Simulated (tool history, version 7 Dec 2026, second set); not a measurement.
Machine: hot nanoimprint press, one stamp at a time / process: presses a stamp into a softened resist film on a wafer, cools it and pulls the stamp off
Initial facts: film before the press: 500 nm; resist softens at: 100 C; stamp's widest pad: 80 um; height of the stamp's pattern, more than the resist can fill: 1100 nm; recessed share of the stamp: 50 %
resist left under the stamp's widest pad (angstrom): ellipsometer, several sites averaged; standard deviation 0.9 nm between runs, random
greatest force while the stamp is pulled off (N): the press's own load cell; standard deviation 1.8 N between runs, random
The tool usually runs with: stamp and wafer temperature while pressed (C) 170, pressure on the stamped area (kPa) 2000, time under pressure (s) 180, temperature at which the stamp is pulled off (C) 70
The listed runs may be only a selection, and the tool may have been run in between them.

| run | day | stamp and wafer temperature while pressed (C) | pressure on the stamped area (kPa) | time under pressure (s) | temperature at which the stamp is pulled off (C) | resist left under the stamp's widest pad (angstrom) | greatest force while the stamp is pulled off (N) |
|---|---|---|---|---|---|---|---|
| 1 | 0 | 170 | 2000 | 180 | 70 | 2047 | 233 |
| 2 | 0.654 | 170 | 2000 | 125 | 70 | 2299 | 233 |
| 3 | 1.3 | 170 | 2000 | 125 | 70 | 2288 | 233 |
| 4 | 1.825 | 170 | 2000 | 125 | 70 | 2293 | 232 |
| 5 | 2.512 | 170 | 2000 | 228 | 70 | 1881 | 235 |
| 6 | 2.846 | 170 | 2000 | 180 | 70 | 2040 | 235 |
| 7 | 3.554 | 170 | 2000 | 180 | 70 | 2014 | 237 |
| 8 | 4.1 | 170 | 2000 | 180 | 70 | 2039 | 237 |
| 9 | 4.596 | 170 | 2000 | 180 | 70 | 2003 | 239 |
| 10 | 4.933 | 170 | 2000 | 180 | 70 | 2011 | 237 |
| 11 | 5.304 | 176 | 1630 | 336 | 73 | 1414 | 231 |
| 12 | 5.617 | 169 | 1630 | 336 | 73 | 1926 | 234 |

The next listed run, before its measurement:
| 13 | 6.033 | 170 | 1910 | 180 | 70 | ? | ? |

{"run 13": {"resist left under the stamp's widest pad (angstrom)": 2068, "greatest force while the stamp is pulled off (N)": 238}}
With no hidden state in the tool, this same run would have given resist left under the stamp's widest pad (angstrom) 2209, greatest force while the stamp is pulled off (N) 218.
